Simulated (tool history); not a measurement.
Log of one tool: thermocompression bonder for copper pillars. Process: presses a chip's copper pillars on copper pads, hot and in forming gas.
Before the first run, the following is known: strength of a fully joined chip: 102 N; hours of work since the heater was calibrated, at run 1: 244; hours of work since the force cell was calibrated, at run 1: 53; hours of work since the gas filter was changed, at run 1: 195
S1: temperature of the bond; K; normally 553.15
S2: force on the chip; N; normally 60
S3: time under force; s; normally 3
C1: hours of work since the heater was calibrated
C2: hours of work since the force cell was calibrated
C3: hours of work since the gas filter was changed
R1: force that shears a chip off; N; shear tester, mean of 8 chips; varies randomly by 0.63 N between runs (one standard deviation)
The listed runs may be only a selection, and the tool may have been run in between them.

{"run": 1, "day": 0.0, "S1": 553.15, "S2": 60, "S3": 3, "C1": 244, "C2": 53, "C3": 195, "R1": 34.4}
{"run": 2, "day": 0.704, "S1": 553.15, "S2": 60, "S3": 5, "C1": 253, "C2": 61, "C3": 204, "R1": 41.4}
{"run": 3, "day": 1.292, "S1": 553.15, "S2": 60, "S3": 3, "C1": 260, "C2": 69, "C3": 211, "R1": 33.6}
{"run": 4, "day": 1.938, "S1": 545.15, "S2": 60, "S3": 3, "C1": 268, "C2": 77, "C3": 219, "R1": 30.5}
{"run": 5, "day": 2.388, "S1": 545.15, "S2": 60, "S3": 3, "C1": 273, "C2": 82, "C3": 224, "R1": 30.8}
{"run": 6, "day": 2.825, "S1": 553.15, "S2": 60, "S3": 7, "C1": 279, "C2": 88, "C3": 230, "R1": 46.5}
{"run": 7, "day": 3.483, "S1": 553.15, "S2": 60, "S3": 3, "C1": 287, "C2": 96, "C3": 238, "R1": 34.6}
{"run": 8, "day": 4.075, "S1": 553.15, "S2": 60, "S3": 3, "C1": 294, "C2": 103, "C3": 245, "R1": 33.4}
{"run": 9, "day": 4.492, "S1": 553.15, "S2": 60, "S3": 3, "C1": 299, "C2": 108, "C3": 250, "R1": 34.5}
{"run": 10, "day": 4.829, "S1": 553.15, "S2": 60, "S3": 3, "C1": 304, "C2": 112, "C3": 255, "R1": 33.2}
{"day": 5.029, "done": "forming gas filter changed"}
{"run": 11, "day": 5.308, "S1": 553.15, "S2": 60, "S3": 3, "C1": 309, "C2": 118, "C3": 3, "R1": 36.7}

Expected results for the next run?
{"run": 12, "day": 5.954, "S1": 547.15, "S2": 37, "S3": 3, "C1": 317, "C2": 126, "C3": 11, "R1": "?"}

Run 12 produced R1 21.7 N.
On a tool with no hidden condition, and with the same random variation, this run would have come out at R1 22.6 N.
